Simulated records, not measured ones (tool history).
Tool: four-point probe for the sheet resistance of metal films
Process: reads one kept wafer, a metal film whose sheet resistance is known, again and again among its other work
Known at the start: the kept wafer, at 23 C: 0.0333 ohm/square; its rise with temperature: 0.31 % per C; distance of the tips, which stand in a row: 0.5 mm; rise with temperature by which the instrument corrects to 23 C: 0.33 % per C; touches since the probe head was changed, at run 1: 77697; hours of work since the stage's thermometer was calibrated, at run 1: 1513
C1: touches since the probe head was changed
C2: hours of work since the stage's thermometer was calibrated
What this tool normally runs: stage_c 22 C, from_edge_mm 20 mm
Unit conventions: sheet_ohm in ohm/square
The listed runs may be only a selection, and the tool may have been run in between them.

run 1 hour=0 | stage_c=22 from_edge_mm=20 | C1=77697 C2=1513 | sheet_ohm=0.033075
run 2 hour=67.7 | stage_c=22 from_edge_mm=21 | C1=79665 C2=1542 | sheet_ohm=0.033068
run 3 hour=170 | stage_c=22 from_edge_mm=21 | C1=82640 C2=1585 | sheet_ohm=0.03307
run 4 hour=254.1 | stage_c=28 from_edge_mm=20 | C1=85084 C2=1621 | sheet_ohm=0.033017
run 5 hour=331.7 | stage_c=28 from_edge_mm=20 | C1=87340 C2=1654 | sheet_ohm=0.032992
run 6 hour=389.9 | stage_c=28 from_edge_mm=13 | C1=89031 C2=1679 | sheet_ohm=0.033008
-- hour=398.7 stage's thermometer calibrated
run 7 hour=437.9 | stage_c=18 from_edge_mm=3 | C1=90413 C2=17 | sheet_ohm=0.033558
run 8 hour=542.2 | stage_c=31 from_edge_mm=37 | C1=93444 C2=61 | sheet_ohm=0.032931
run 9 hour=603.4 | stage_c=29 from_edge_mm=37 | C1=95223 C2=87 | sheet_ohm=0.032962
run 10 hour=672.2 | stage_c=29 from_edge_mm=37 | C1=97222 C2=116 | sheet_ohm=0.032954
run 11 hour=779.3 | stage_c=29 from_edge_mm=37 | C1=100335 C2=161 | sheet_ohm=0.032941
run 12 hour=827.8 | stage_c=27 from_edge_mm=20 | C1=101745 C2=182 | sheet_ohm=0.032986

Below are 3 alternative next runs, each starting from the tool's condition after run 12. Predict each:
-- hour=835.1 stage's thermometer calibrated, once more
run A hour=881.4 | stage_c=26 from_edge_mm=13 | C1=103290 C2=20 | sheet_ohm=?
-- hour=835.1 stage's thermometer calibrated, once more
run B hour=881.4 | stage_c=33 from_edge_mm=17 | C1=103290 C2=20 | sheet_ohm=?
-- hour=835.1 stage's thermometer calibrated, once more
run C hour=881.4 | stage_c=29 from_edge_mm=5 | C1=103290 C2=20 | sheet_ohm=?

run=A sheet_ohm=0.033015
run=B sheet_ohm=0.032938
run=C sheet_ohm=0.033141
Without the tool's hidden state the same runs would have given:
run=A sheet_ohm=0.033289
run=B sheet_ohm=0.033211
run=C sheet_ohm=0.033416
